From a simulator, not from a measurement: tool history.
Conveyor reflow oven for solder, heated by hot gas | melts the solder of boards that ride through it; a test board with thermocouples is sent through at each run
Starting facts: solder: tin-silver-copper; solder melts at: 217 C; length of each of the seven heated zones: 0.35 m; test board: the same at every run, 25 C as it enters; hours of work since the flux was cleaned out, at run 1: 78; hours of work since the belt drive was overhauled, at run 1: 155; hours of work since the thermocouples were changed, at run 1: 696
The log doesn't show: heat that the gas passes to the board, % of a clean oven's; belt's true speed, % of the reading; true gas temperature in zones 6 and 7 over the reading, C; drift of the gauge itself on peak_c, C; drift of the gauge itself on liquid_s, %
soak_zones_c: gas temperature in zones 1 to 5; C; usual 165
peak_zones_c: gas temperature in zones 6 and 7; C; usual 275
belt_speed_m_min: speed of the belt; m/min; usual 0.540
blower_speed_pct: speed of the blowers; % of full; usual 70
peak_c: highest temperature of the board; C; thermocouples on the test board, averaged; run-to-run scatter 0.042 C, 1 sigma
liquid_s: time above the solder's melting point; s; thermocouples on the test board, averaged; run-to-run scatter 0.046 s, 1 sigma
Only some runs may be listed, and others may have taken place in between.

run	hour	soak_zones_c	peak_zones_c	belt_speed_m_min	blower_speed_pct	hours of work since the flux was cleaned out	hours of work since the belt drive was overhauled	hours of work since the thermocouples were changed	peak_c	liquid_s
1	0.0	165	275	0.540	70	78	155	696	255.96	57.22
2	10.2	165	268	0.540	70	83	160	702	249.80	52.85
3	21.8	165	268	0.540	70	90	167	708	249.79	52.88
4	28.5	165	268	0.540	70	94	171	712	249.77	52.87
5	34.8	165	273	0.540	70	98	174	716	254.09	56.00
6	44.8	165	275	0.540	70	103	180	721	255.79	57.29
7	53.7	165	275	0.540	54	108	185	726	248.38	49.91
8	61.6	165	275	0.487	70	113	190	731	259.41	66.92
9	68.5	165	275	0.540	70	117	194	735	255.76	57.20
10	80.0	165	275	0.540	70	123	200	742	255.73	57.23
11	87.8	165	275	0.540	70	128	205	746	255.64	57.22
# hour 93.4: flux residue cleaned out of gas plates and filters
12	98.7	165	284	0.540	70	3	208	749	263.26	61.87
13	104.6	165	284	0.540	70	6	212	753	263.25	61.82
14	112.3	165	284	0.540	70	11	216	757	263.28	61.84
15	120.2	152	275	0.540	70	15	221	762	253.02	51.34
16	132.2	152	264	0.540	79	22	227	769	246.76	47.29
17	140.3	172	289	0.612	58	27	232	773	257.45	51.85
# hour 146.8: flux residue cleaned out of gas plates and filters, once more
18	154.2	172	289	0.612	58	4	237	778	258.17	52.45
19	164.2	163	286	0.493	65	10	243	784	266.81	69.66
20	170.1	165	275	0.540	72	13	246	787	256.80	58.12
21	177.6	152	275	0.540	89	18	251	792	260.13	57.72
22	185.6	169	278	0.530	54	22	255	796	252.95	56.25
23	197.3	165	272	0.637	70	29	262	803	246.89	41.39
24	207.8	159	269	0.540	70	35	268	809	249.74	50.98
25	219.3	159	269	0.540	70	42	274	816	249.78	50.98
26	228.1	178	275	0.583	70	47	279	821	255.70	56.68

What does the tool deliver on the next run?
27	235.9	165	275	0.626	63	51	284	825	?	?

{"run 27": {"peak_c": 246.7, "liquid_s": 41.44}}
On a tool with no hidden condition, and with the same random variation, this run would have come out at peak_c 246.72 C, liquid_s 41.44 s.
